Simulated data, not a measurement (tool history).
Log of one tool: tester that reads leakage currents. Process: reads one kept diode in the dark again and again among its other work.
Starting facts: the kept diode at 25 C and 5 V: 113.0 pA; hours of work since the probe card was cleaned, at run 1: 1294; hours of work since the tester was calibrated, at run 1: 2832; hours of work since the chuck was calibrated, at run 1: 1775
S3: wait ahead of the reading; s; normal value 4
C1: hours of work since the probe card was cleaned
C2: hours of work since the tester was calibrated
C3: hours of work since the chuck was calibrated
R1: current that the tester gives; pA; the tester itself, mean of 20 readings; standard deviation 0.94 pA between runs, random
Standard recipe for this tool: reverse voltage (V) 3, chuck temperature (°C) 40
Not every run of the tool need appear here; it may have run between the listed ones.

run 1 hour=0 | reverse_voltage_(V)=3 chuck_temperature_(°C)=40 S3=4 | C1=1294 C2=2832 C3=1775 | R1=297.58
run 2 hour=113.2 | reverse_voltage_(V)=3 chuck_temperature_(°C)=40 S3=4 | C1=1365 C2=2903 C3=1846 | R1=296.84
run 3 hour=206.2 | reverse_voltage_(V)=3 chuck_temperature_(°C)=40 S3=4 | C1=1423 C2=2961 C3=1904 | R1=295.78
run 4 hour=353.1 | reverse_voltage_(V)=3 chuck_temperature_(°C)=40 S3=4 | C1=1515 C2=3053 C3=1996 | R1=295.72
run 5 hour=471.9 | reverse_voltage_(V)=1.91 chuck_temperature_(°C)=40 S3=4 | C1=1589 C2=3127 C3=2070 | R1=252.15
run 6 hour=648.1 | reverse_voltage_(V)=1.91 chuck_temperature_(°C)=40 S3=4 | C1=1699 C2=3237 C3=2181 | R1=252.26
run 7 hour=765.7 | reverse_voltage_(V)=1.91 chuck_temperature_(°C)=40 S3=4 | C1=1773 C2=3311 C3=2254 | R1=251.08
-- hour=888.6 chuck's temperature calibrated
run 8 hour=898 | reverse_voltage_(V)=1.91 chuck_temperature_(°C)=38 S3=4 | C1=1854 C2=3392 C3=6 | R1=224.93
run 9 hour=1085.7 | reverse_voltage_(V)=3 chuck_temperature_(°C)=40 S3=0.41 | C1=1972 C2=3510 C3=123 | R1=305.62
run 10 hour=1189 | reverse_voltage_(V)=3 chuck_temperature_(°C)=33 S3=4 | C1=2036 C2=3574 C3=188 | R1=176.79
run 11 hour=1334.6 | reverse_voltage_(V)=3 chuck_temperature_(°C)=33 S3=4 | C1=2127 C2=3665 C3=279 | R1=177.25
run 12 hour=1451 | reverse_voltage_(V)=3 chuck_temperature_(°C)=33 S3=4 | C1=2200 C2=3738 C3=352 | R1=176.53
run 13 hour=1573.9 | reverse_voltage_(V)=3 chuck_temperature_(°C)=40 S3=4 | C1=2277 C2=3815 C3=429 | R1=304.05
-- hour=1642.3 tester calibrated
run 14 hour=1743.9 | reverse_voltage_(V)=3 chuck_temperature_(°C)=40 S3=0.31 | C1=2382 C2=64 C3=534 | R1=312.49
run 15 hour=1848.1 | reverse_voltage_(V)=3 chuck_temperature_(°C)=40 S3=0.31 | C1=2447 C2=129 C3=599 | R1=312.09
run 16 hour=1982.9 | reverse_voltage_(V)=3 chuck_temperature_(°C)=42 S3=0.31 | C1=2532 C2=213 C3=683 | R1=364.12
run 17 hour=2163.8 | reverse_voltage_(V)=3 chuck_temperature_(°C)=42 S3=0.31 | C1=2645 C2=326 C3=796 | R1=361.07
-- hour=2178.6 probe card cleaned and baked
run 18 hour=2350.5 | reverse_voltage_(V)=1.19 chuck_temperature_(°C)=40 S3=4 | C1=108 C2=441 C3=911 | R1=223.01
run 19 hour=2472.1 | reverse_voltage_(V)=3 chuck_temperature_(°C)=40 S3=0.67 | C1=184 C2=517 C3=987 | R1=307.5
run 20 hour=2576.1 | reverse_voltage_(V)=3 chuck_temperature_(°C)=40 S3=0.67 | C1=249 C2=582 C3=1052 | R1=306.6
run 21 hour=2751.6 | reverse_voltage_(V)=7.71 chuck_temperature_(°C)=29 S3=5.34 | C1=358 C2=692 C3=1162 | R1=178.81
run 22 hour=2923.3 | reverse_voltage_(V)=18.97 chuck_temperature_(°C)=30 S3=5.38 | C1=466 C2=799 C3=1270 | R1=266.19
run 23 hour=3022.5 | reverse_voltage_(V)=18.89 chuck_temperature_(°C)=30 S3=2.31 | C1=528 C2=861 C3=1332 | R1=266.25
run 24 hour=3169.6 | reverse_voltage_(V)=1.47 chuck_temperature_(°C)=37 S3=4 | C1=620 C2=953 C3=1424 | R1=189.02
run 25 hour=3311.3 | reverse_voltage_(V)=1.47 chuck_temperature_(°C)=37 S3=4 | C1=709 C2=1042 C3=1512 | R1=188.55
run 26 hour=3414.5 | reverse_voltage_(V)=1.47 chuck_temperature_(°C)=37 S3=4 | C1=773 C2=1107 C3=1577 | R1=189.21
run 27 hour=3529 | reverse_voltage_(V)=7.03 chuck_temperature_(°C)=40 S3=4 | C1=845 C2=1178 C3=1648 | R1=406.19
run 28 hour=3652.2 | reverse_voltage_(V)=7.03 chuck_temperature_(°C)=40 S3=4 | C1=922 C2=1255 C3=1726 | R1=406.36
run 29 hour=3795.9 | reverse_voltage_(V)=1.79 chuck_temperature_(°C)=24 S3=6.62 | C1=1012 C2=1345 C3=1815 | R1=69.72
run 30 hour=3921.4 | reverse_voltage_(V)=19.73 chuck_temperature_(°C)=51 S3=7.64 | C1=1090 C2=1424 C3=1894 | R1=1294.07
run 31 hour=4086.8 | reverse_voltage_(V)=3 chuck_temperature_(°C)=40 S3=0.53 | C1=1194 C2=1527 C3=1997 | R1=301.65
run 32 hour=4183.1 | reverse_voltage_(V)=18.36 chuck_temperature_(°C)=40 S3=4 | C1=1254 C2=1587 C3=2058 | R1=568.22
run 33 hour=4342 | reverse_voltage_(V)=18.36 chuck_temperature_(°C)=44 S3=6.47 | C1=1353 C2=1687 C3=2157 | R1=757.4
run 34 hour=4441.5 | reverse_voltage_(V)=12.66 chuck_temperature_(°C)=21 S3=0.38 | C1=1415 C2=1749 C3=2219 | R1=114.85
run 35 hour=4558.9 | reverse_voltage_(V)=12.66 chuck_temperature_(°C)=44 S3=0.38 | C1=1489 C2=1822 C3=2293 | R1=670.01
-- hour=4625.5 chuck's temperature calibrated
run 36 hour=4724 | reverse_voltage_(V)=7.26 chuck_temperature_(°C)=43 S3=3.42 | C1=1591 C2=1924 C3=62 | R1=531.95
run 37 hour=4805.8 | reverse_voltage_(V)=7.26 chuck_temperature_(°C)=43 S3=3.42 | C1=1642 C2=1976 C3=113 | R1=526.35
run 38 hour=4942.7 | reverse_voltage_(V)=13.71 chuck_temperature_(°C)=35 S3=0.84 | C1=1728 C2=2061 C3=198 | R1=362.25
run 39 hour=5045 | reverse_voltage_(V)=1.27 chuck_temperature_(°C)=37 S3=0.55 | C1=1792 C2=2125 C3=262 | R1=183.23

How the hidden state differs across the entries between the runs, from the last listed run before each to the first after it:
Logged between run 7 and run 8: chuck's temperature calibrated (hour 888.6)
  stray current of the dirty probe card, pA a volt: 0.196 -> 0.205; current scale over the true one, %: -2.34 -> -2.4; true chuck temperature over the reading, C: -0.52 -> 0.02
  what was measured, less what the result would be without the hidden state, R1: -16.07 -> -4.86 pA
Logged between run 13 and run 14: tester calibrated (hour 1642.3)
  stray current of the dirty probe card, pA a volt: 0.247 -> 0.257; current scale over the true one, %: -2.69 -> 0.12; true chuck temperature over the reading, C: -0.08 -> -0.1
  what was measured, less what the result would be without the hidden state, R1: -9.52 -> -1.32 pA
Logged between run 17 and run 18: probe card cleaned and baked (hour 2178.6)
  stray current of the dirty probe card, pA a volt: 0.283 -> 0.033; current scale over the true one, %: -0.07 -> -0.14; true chuck temperature over the reading, C: -0.16 -> -0.19
  what was measured, less what the result would be without the hidden state, R1: -3.74 -> -3.47 pA
Logged between run 35 and run 36: chuck's temperature calibrated (hour 4625.5)
  stray current of the dirty probe card, pA a volt: 0.17 -> 0.179; current scale over the true one, %: -1.08 -> -1.15; true chuck temperature over the reading, C: -0.5 -> 0.07
  what was measured, less what the result would be without the hidden state, R1: -30.51 -> -2.38 pA
